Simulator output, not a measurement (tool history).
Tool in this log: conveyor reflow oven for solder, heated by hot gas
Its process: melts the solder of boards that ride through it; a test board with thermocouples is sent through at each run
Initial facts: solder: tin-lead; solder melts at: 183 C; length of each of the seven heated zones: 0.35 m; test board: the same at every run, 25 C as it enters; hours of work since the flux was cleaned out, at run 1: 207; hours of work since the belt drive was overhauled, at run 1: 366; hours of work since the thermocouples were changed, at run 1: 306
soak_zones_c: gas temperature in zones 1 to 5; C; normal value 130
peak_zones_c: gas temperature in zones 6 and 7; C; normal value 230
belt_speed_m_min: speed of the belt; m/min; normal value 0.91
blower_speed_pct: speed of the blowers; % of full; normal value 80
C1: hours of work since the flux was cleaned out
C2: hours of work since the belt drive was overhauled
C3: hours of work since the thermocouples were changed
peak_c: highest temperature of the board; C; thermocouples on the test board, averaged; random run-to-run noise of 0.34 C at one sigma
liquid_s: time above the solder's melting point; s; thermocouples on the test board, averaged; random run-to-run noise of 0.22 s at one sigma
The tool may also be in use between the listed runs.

Run 1, hour 0: usual settings; C1 207; C2 366; C3 306. Result: peak_c 210.1 C, liquid_s 29.1 s.
Run 2, hour 17.8: usual settings; C1 221; C2 380; C3 320. Result: peak_c 210.1 C, liquid_s 28.7 s.
Run 3, hour 27.4: usual settings but blower_speed_pct 76 % of full; C1 228; C2 388; C3 327. Result: peak_c 208.7 C, liquid_s 28.2 s.
Run 4, hour 37.5: usual settings; C1 236; C2 396; C3 335. Result: peak_c 209.5 C, liquid_s 29 s.
Run 5, hour 51.3: usual settings but belt_speed_m_min 1.013 m/min; C1 247; C2 407; C3 346. Result: peak_c 205.2 C, liquid_s 23.3 s.
Run 6, hour 62.3: usual settings but belt_speed_m_min 1.013 m/min; C1 256; C2 415; C3 355. Result: peak_c 205.4 C, liquid_s 23.2 s.
Run 7, hour 76.8: usual settings but belt_speed_m_min 1.013 m/min; C1 267; C2 427; C3 366. Result: peak_c 205.1 C, liquid_s 22.8 s.
Run 8, hour 87.7: usual settings but belt_speed_m_min 1.013 m/min; C1 275; C2 435; C3 374. Result: peak_c 205.4 C, liquid_s 22.9 s.
Run 9, hour 100.1: usual settings but belt_speed_m_min 1.013 m/min; C1 285; C2 445; C3 384. Result: peak_c 205.2 C, liquid_s 23.1 s.
Run 10, hour 109.9: usual settings but belt_speed_m_min 1.013 m/min; C1 293; C2 452; C3 392. Result: peak_c 205.2 C, liquid_s 22.7 s.
Run 11, hour 118.5: usual settings but peak_zones_c 224 C; C1 300; C2 459; C3 399. Result: peak_c 203.6 C, liquid_s 25.2 s.
Run 12, hour 127.3: usual settings but peak_zones_c 224 C, blower_speed_pct 72 % of full; C1 307; C2 466; C3 406. Result: peak_c 203.1 C, liquid_s 23.7 s.
Run 13, hour 140.3: usual settings but peak_zones_c 224 C, blower_speed_pct 72 % of full; C1 317; C2 476; C3 416. Result: peak_c 203 C, liquid_s 24.1 s.
Run 14, hour 149.5: usual settings but peak_zones_c 224 C, blower_speed_pct 72 % of full; C1 324; C2 484; C3 423. Result: peak_c 202.5 C, liquid_s 24 s.
Run 15, hour 163.1: usual settings but peak_zones_c 224 C, blower_speed_pct 72 % of full; C1 335; C2 494; C3 434. Result: peak_c 202 C, liquid_s 23.6 s.
Run 16, hour 173.5: usual settings but blower_speed_pct 65 % of full; C1 343; C2 502; C3 442. Result: peak_c 206.1 C, liquid_s 26.3 s.
At hour 186.6: flux residue cleaned out of gas plates and filters.
Run 17, hour 191: usual settings but soak_zones_c 142 C, peak_zones_c 231 C; C1 3; C2 512; C3 452. Result: peak_c 214 C, liquid_s 34.1 s.
Run 18, hour 200.5: usual settings but soak_zones_c 142 C, peak_zones_c 231 C, belt_speed_m_min 0.767 m/min, blower_speed_pct 87 % of full; C1 11; C2 520; C3 459. Result: peak_c 219.3 C, liquid_s 44.6 s.
Run 19, hour 217.2: usual settings but belt_speed_m_min 1.013 m/min; C1 24; C2 533; C3 472. Result: peak_c 207.3 C, liquid_s 24.3 s.
Run 20, hour 236.5: usual settings but belt_speed_m_min 0.762 m/min, blower_speed_pct 54 % of full; C1 39; C2 548; C3 487. Result: peak_c 210.6 C, liquid_s 36.4 s.
Run 21, hour 245.3: usual settings but belt_speed_m_min 0.762 m/min, blower_speed_pct 54 % of full; C1 46; C2 555; C3 494. Result: peak_c 210.5 C, liquid_s 36.2 s.
Run 22, hour 263: usual settings but belt_speed_m_min 0.762 m/min, blower_speed_pct 54 % of full; C1 60; C2 569; C3 508. Result: peak_c 211.2 C, liquid_s 36 s.
Run 23, hour 277.2: usual settings but belt_speed_m_min 0.762 m/min, blower_speed_pct 54 % of full; C1 71; C2 580; C3 519. Result: peak_c 210.8 C, liquid_s 36.3 s.
Run 24, hour 291.1: usual settings but peak_zones_c 241 C, belt_speed_m_min 0.784 m/min, blower_speed_pct 54 % of full; C1 82; C2 591; C3 530. Result: peak_c 219.7 C, liquid_s 39.9 s.
Run 25, hour 308.7: usual settings but peak_zones_c 241 C, belt_speed_m_min 0.784 m/min, blower_speed_pct 54 % of full; C1 96; C2 604; C3 544. Result: peak_c 219.5 C, liquid_s 39.4 s.
Run 26, hour 316.4: usual settings but peak_zones_c 244 C, belt_speed_m_min 1.019 m/min; C1 102; C2 610; C3 550. Result: peak_c 217.9 C, liquid_s 29.5 s.
Run 27, hour 334: usual settings but peak_zones_c 244 C, belt_speed_m_min 1.019 m/min; C1 116; C2 624; C3 564. Result: peak_c 217.8 C, liquid_s 29.3 s.
Run 28, hour 350: usual settings but peak_zones_c 237 C, belt_speed_m_min 0.76 m/min; C1 128; C2 637; C3 576. Result: peak_c 221.5 C, liquid_s 43.2 s.
Run 29, hour 360.4: usual settings but belt_speed_m_min 0.921 m/min; C1 136; C2 645; C3 584. Result: peak_c 209.8 C, liquid_s 28.6 s.
Run 30, hour 368.8: usual settings but belt_speed_m_min 0.921 m/min; C1 143; C2 652; C3 591. Result: peak_c 209.7 C, liquid_s 28.6 s.
Run 31, hour 378.8: usual settings but soak_zones_c 139 C, peak_zones_c 225 C, belt_speed_m_min 1.082 m/min, blower_speed_pct 54 % of full; C1 151; C2 659; C3 599. Result: peak_c 196 C, liquid_s 15 s.
Run 32, hour 393.9: usual settings but soak_zones_c 119 C, peak_zones_c 231 C, belt_speed_m_min 0.983 m/min, blower_speed_pct 77 % of full; C1 162; C2 671; C3 611. Result: peak_c 204.5 C, liquid_s 21.7 s.

3 options for the next run, each taken on its own from the tool as it stands now. Forecast them:
Run A, hour 409.2: usual settings but peak_zones_c 224 C, belt_speed_m_min 0.833 m/min; C1 174; C2 683; C3 623. Result: peak_c ?, liquid_s ?.
Run B, hour 409.2: usual settings but soak_zones_c 134 C, peak_zones_c 231 C, belt_speed_m_min 0.799 m/min, blower_speed_pct 71 % of full; C1 174; C2 683; C3 623. Result: peak_c ?, liquid_s ?.
Run C, hour 409.2: usual settings but soak_zones_c 133 C, peak_zones_c 231 C, belt_speed_m_min 0.769 m/min, blower_speed_pct 89 % of full; C1 174; C2 683; C3 623. Result: peak_c ?, liquid_s ?.

run  peak_c  liquid_s
  A   207.5      30.9
  B   213.5        37
  C   217.3      41.1
What these runs would have given with no unlogged condition in the tool:
run  peak_c  liquid_s
  A   210.3      32.6
  B   216.2      38.2
  C   220.1      42.1
